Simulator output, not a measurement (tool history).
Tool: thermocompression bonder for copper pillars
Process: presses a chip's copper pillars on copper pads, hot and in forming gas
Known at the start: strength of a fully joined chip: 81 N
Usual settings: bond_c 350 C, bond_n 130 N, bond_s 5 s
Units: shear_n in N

{"run": 1, "day": 0.0, "bond_c": 350, "bond_n": 130, "bond_s": 5, "shear_n": 39.9}
{"run": 2, "day": 1.358, "bond_c": 350, "bond_n": 130, "bond_s": 5, "shear_n": 44.0}
{"run": 3, "day": 2.154, "bond_c": 378, "bond_n": 130, "bond_s": 5, "shear_n": 53.9}
{"run": 4, "day": 3.017, "bond_c": 371, "bond_n": 130, "bond_s": 5, "shear_n": 51.5}
{"run": 5, "day": 4.062, "bond_c": 364, "bond_n": 130, "bond_s": 5, "shear_n": 48.9}
{"run": 6, "day": 4.95, "bond_c": 350, "bond_n": 145, "bond_s": 5, "shear_n": 46.8}
{"run": 7, "day": 6.25, "bond_c": 350, "bond_n": 130, "bond_s": 5, "shear_n": 44.2}
{"run": 8, "day": 7.596, "bond_c": 350, "bond_n": 130, "bond_s": 5, "shear_n": 43.2}
{"run": 9, "day": 8.462, "bond_c": 350, "bond_n": 130, "bond_s": 5, "shear_n": 43.4}
{"run": 10, "day": 9.488, "bond_c": 350, "bond_n": 130, "bond_s": 4, "shear_n": 40.2}
{"run": 11, "day": 10.471, "bond_c": 350, "bond_n": 116, "bond_s": 5, "shear_n": 39.7}
{"run": 12, "day": 11.25, "bond_c": 333, "bond_n": 142, "bond_s": 5, "shear_n": 40.6}
{"run": 13, "day": 12.075, "bond_c": 333, "bond_n": 142, "bond_s": 5, "shear_n": 40.2}
{"run": 14, "day": 12.817, "bond_c": 334, "bond_n": 154, "bond_s": 5, "shear_n": 43.5}
{"run": 15, "day": 13.5, "bond_c": 334, "bond_n": 154, "bond_s": 5, "shear_n": 42.5}
{"run": 16, "day": 14.108, "bond_c": 362, "bond_n": 138, "bond_s": 6, "shear_n": 51.3}
{"run": 17, "day": 15.271, "bond_c": 339, "bond_n": 105, "bond_s": 4, "shear_n": 29.6}
{"run": 18, "day": 16.479, "bond_c": 372, "bond_n": 98, "bond_s": 5, "shear_n": 40.7}
{"run": 19, "day": 17.204, "bond_c": 343, "bond_n": 95, "bond_s": 8, "shear_n": 36.5}

Not shown: 1 entry that the log had between the listed runs. Between which runs, and how does the tool's hidden state differ before and after?
Between runs 1 and 2: forming gas filter changed (day 1.158)
  true temperature of the bond over the reading, C: 1.5 -> 1.7; force that reaches the chip, % of what is set: 101.5 -> 101.6; oxide that the forming gas leaves, % of the face: 10.14 -> 0.63
  measured less the result without the state, shear_n: -3.3 -> +1.1 N
